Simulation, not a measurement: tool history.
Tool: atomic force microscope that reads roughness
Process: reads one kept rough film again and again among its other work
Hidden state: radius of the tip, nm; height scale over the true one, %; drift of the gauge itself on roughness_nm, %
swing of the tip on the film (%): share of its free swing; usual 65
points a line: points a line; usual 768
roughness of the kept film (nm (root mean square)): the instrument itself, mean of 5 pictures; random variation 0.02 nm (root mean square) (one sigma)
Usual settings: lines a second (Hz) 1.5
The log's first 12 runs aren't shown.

| run | hour | lines a second (Hz) | swing of the tip on the film (%) | points a line | pictures with this tip | hours of work since the height scale was calibrated | roughness of the kept film (nm (root mean square)) |
|---|---|---|---|---|---|---|---|
| 13 | 660.1 | 1.5 | 65 | 398 | 222 | 596 | 4.676 |
| 14 | 732.5 | 1.5 | 65 | 768 | 283 | 631 | 4.641 |
| 15 | 781.5 | 3.01 | 65 | 768 | 324 | 655 | 4.309 |
| 16 | 815.9 | 3.01 | 64 | 768 | 353 | 671 | 4.28 |
|  | 824.8 | new tip fitted |
| 17 | 864.3 | 3.01 | 64 | 768 | 32 | 694 | 4.704 |
| 18 | 900.9 | 0.67 | 64 | 1010 | 63 | 712 | 5.069 |
| 19 | 967.5 | 0.67 | 64 | 1010 | 119 | 744 | 4.992 |
| 20 | 1041.7 | 0.67 | 64 | 1010 | 181 | 779 | 4.911 |
| 21 | 1094.7 | 1.56 | 86 | 768 | 225 | 805 | 4.101 |
| 22 | 1169.2 | 1.56 | 86 | 768 | 287 | 841 | 4.091 |
| 23 | 1216.5 | 0.9 | 62 | 268 | 327 | 863 | 4.686 |
|  | 1259.1 | new tip fitted |
| 24 | 1287.9 | 0.9 | 62 | 268 | 24 | 897 | 5.071 |
| 25 | 1343.9 | 0.9 | 62 | 268 | 71 | 924 | 5.057 |
| 26 | 1414.7 | 2.81 | 57 | 513 | 130 | 958 | 4.797 |
| 27 | 1464.1 | 0.74 | 65 | 468 | 171 | 982 | 4.909 |
| 28 | 1538.3 | 0.74 | 65 | 468 | 233 | 1018 | 4.879 |
| 29 | 1604.3 | 3.52 | 77 | 459 | 289 | 1049 | 3.756 |
| 30 | 1686.2 | 0.78 | 71 | 483 | 357 | 1089 | 4.589 |
|  | 1691.4 | new tip fitted |
| 31 | 1748.9 | 1.5 | 70 | 858 | 48 | 1118 | 4.811 |
| 32 | 1820.1 | 1.5 | 70 | 858 | 108 | 1153 | 4.713 |
| 33 | 1896.1 | 1.5 | 70 | 858 | 171 | 1189 | 4.693 |
| 34 | 1972.7 | 1.5 | 70 | 858 | 235 | 1226 | 4.614 |

Forecast each of these 3 alternatives for the next run:
| A | 2014.2 | 1.5 | 65 | 288 | 270 | 1246 | ? |
| B | 2014.2 | 2.31 | 65 | 768 | 270 | 1246 | ? |
| C | 2014.2 | 1.02 | 62 | 497 | 270 | 1246 | ? |

| run | roughness of the kept film (nm (root mean square)) |
|---|---|
| A | 4.626 |
| B | 4.535 |
| C | 4.757 |
Without the tool's hidden state the same runs would have given:
| run | roughness of the kept film (nm (root mean square)) |
|---|---|
| A | 4.961 |
| B | 4.864 |
| C | 5.102 |
